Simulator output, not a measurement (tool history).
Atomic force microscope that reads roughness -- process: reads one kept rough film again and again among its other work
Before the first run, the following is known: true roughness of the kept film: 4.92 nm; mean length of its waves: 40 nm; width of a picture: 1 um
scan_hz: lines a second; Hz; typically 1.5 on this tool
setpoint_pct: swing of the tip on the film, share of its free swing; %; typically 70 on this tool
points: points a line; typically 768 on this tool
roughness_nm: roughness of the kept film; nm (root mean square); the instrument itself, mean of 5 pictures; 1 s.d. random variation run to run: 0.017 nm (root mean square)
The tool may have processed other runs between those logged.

run   hour  scan_hz  setpoint_pct  points  roughness_nm
  1      0      1.5            70     768         3.501
  2   20.6      1.5            70     768         3.411
  3   46.2      1.5            70     448         3.325
      54.4  -- new tip fitted
  4   60.8     0.73            70     768         4.269
  5   93.9     0.78            70     768         4.086
  6  119.3     0.78            70     768         4.002
  7  133.2     0.78            70     768         3.898
  8    157      1.5            70     768         3.742
  9  172.3      1.5            70     768         3.671
 10  197.7      1.5            70     768         3.571
 11  229.5      1.5            70     768         3.474
 12  245.8      1.5            70     768         3.415
 13    262     3.23            60     980         3.317
     270.7  -- new tip fitted
 14  288.1     3.29            86     899         3.702
     291.7  -- height scale calibrated on a step standard
 15  304.9     3.29            86     899         3.615
 16  330.9      1.5            74     768         3.923
     339.1  -- height scale calibrated on a step standard, once more
 17  364.5      1.5            74     768         3.761
 18  389.9      1.5            74     768         3.646
 19  403.5     1.35            60     316         3.666
 20  434.6      1.5            56     308         3.544
 21  451.3      1.5            56     308         3.477
 22    475      1.5            56     308         3.396

Predict each of these 4 candidate next runs independently; none follows another, all start after run 22:
       488  -- new tip fitted
  A  500.2      1.5            89     768             ?
       488  -- new tip fitted
  B  500.2      1.5            56     903             ?
       488  -- new tip fitted
  C  500.2     3.64            69     308             ?
       488  -- new tip fitted
  D  500.2      1.5            56     646             ?

run  roughness_nm
  A         3.987
  B         4.241
  C         3.948
  D         4.215
What these runs would have given with no unlogged condition in the tool:
run  roughness_nm
  A         4.081
  B         4.341
  C         4.041
  D         4.314
